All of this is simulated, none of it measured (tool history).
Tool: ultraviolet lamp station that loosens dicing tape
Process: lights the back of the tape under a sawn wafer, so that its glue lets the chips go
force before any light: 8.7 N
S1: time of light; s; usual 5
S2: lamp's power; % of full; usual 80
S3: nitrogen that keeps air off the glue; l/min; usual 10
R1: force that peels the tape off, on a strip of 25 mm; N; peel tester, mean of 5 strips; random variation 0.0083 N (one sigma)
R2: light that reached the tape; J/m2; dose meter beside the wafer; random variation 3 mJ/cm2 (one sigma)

Run 1, day 0: usual settings. Result: R1 0.456 N, R2 4030 J/m2.
Run 2, day 0.479: usual settings. Result: R1 0.425 N, R2 4080 J/m2.
Run 3, day 1.412: usual settings. Result: R1 0.452 N, R2 3970 J/m2.
Run 4, day 1.938: usual settings. Result: R1 0.444 N, R2 3940 J/m2.
Run 5, day 2.696: usual settings. Result: R1 0.464 N, R2 3980 J/m2.
Run 6, day 3.321: usual settings. Result: R1 0.462 N, R2 3960 J/m2.
Run 7, day 4.183: usual settings. Result: R1 0.471 N, R2 3900 J/m2.
Run 8, day 4.879: usual settings. Result: R1 0.479 N, R2 3910 J/m2.
Run 9, day 5.429: usual settings. Result: R1 0.474 N, R2 3890 J/m2.
Run 10, day 5.825: usual settings but S2 72 % of full, S3 9 l/min. Result: R1 0.644 N, R2 3470 J/m2.
Run 11, day 6.375: usual settings but S1 9 s, S2 72 % of full, S3 13 l/min. Result: R1 0.175 N, R2 6270 J/m2.
Run 12, day 7.292: usual settings but S2 68 % of full, S3 4 l/min. Result: R1 1.03 N, R2 3280 J/m2.
Run 13, day 7.842: usual settings but S1 7 s, S2 77 % of full, S3 8 l/min. Result: R1 0.283 N, R2 5130 J/m2.
Run 14, day 8.283: usual settings but S1 7 s, S2 77 % of full, S3 8 l/min. Result: R1 0.282 N, R2 5140 J/m2.
Run 15, day 8.842: usual settings but S2 93 % of full. Result: R1 0.351 N, R2 4370 J/m2.
Run 16, day 9.396: usual settings but S1 3 s. Result: R1 1.433 N, R2 2220 J/m2.

Some steps in R1 between neighbouring runs. How much of each would the tool show without its hidden state too (settings, what came in, random variation), and how much is left for the hidden state, with any gauge scatter that isn't in both results?
The hidden state here: lamp's light, % of a new lamp's; light that the window lets through, % of a clean one's; drift of the gauge itself on peel_n, %; drift of the gauge itself on dose_mj_cm2, %.
Run 15 -> 16: S1 5 -> 3, S2 93 -> 80. R1 +1.082 N: hidden state +0.306, all else +0.776.
